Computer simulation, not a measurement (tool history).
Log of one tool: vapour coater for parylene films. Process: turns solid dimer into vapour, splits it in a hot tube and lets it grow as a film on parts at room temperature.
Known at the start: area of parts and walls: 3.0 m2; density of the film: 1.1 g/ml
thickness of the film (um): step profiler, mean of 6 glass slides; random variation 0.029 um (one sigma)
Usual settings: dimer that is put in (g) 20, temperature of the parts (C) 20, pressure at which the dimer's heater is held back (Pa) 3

run   hour  dimer that is put in (g)  temperature of the parts (C)  pressure at which the dimer's heater is held back (Pa)  thickness of the film (um)
  1      0                        20                            20                                                       3                        3.36
  2     14                        20                            20                                                    9.61                        2.83
  3   22.3                        20                            20                                                    9.61                        2.85
  4   35.8                        20                            20                                                    9.61                         2.8
  5   45.1                        25                            20                                                    9.61                        3.51
  6   60.6                        25                            20                                                    9.61                        3.52
  7   67.6                        25                            20                                                    9.61                        3.52
  8   81.1                        25                            20                                                    9.61                         3.5
  9   95.8                        25                            20                                                    9.61                         3.5
 10  108.3                        25                            20                                                    9.61                        3.42
 11    124                        25                            20                                                    9.61                        3.77
 12  130.9                        14                            20                                                    9.61                        2.06
 13  144.2                        24                            17                                                       9                        4.01
 14    153                        10                            17                                                    7.98                        1.68
 15  166.4                        14                            17                                                       3                         2.7
 16  174.9                        22                            26                                                       3                        2.91
 17  188.9                        22                            18                                                    9.52                        3.47
 18    204                        19                            30                                                    3.28                        2.15
 19  212.5                        12                            16                                                   11.37                        1.96
 20  228.3                        14                            18                                                   11.37                        2.15
 21  240.5                        17                            13                                                    3.52                        3.65
 22  251.7                        26                            12                                                    2.07                        6.38
 23  261.6                        20                            20                                                    5.15                        3.12
 24  275.2                        20                            20                                                    5.15                        3.11

Not shown: 1 entry that the log had between the listed runs. Between which runs, and how does the tool's hidden state differ before and after?
Between runs 10 and 11: trap's valve overhauled (hour 114.7)
  vapour lost through the trap's worn valve, %: 7.7 -> 1.1; true temperature of the parts over the reading, C: -0.04 -> -0.05
  measured less the result without the state, thickness of the film (um): -0.27 -> -0.04
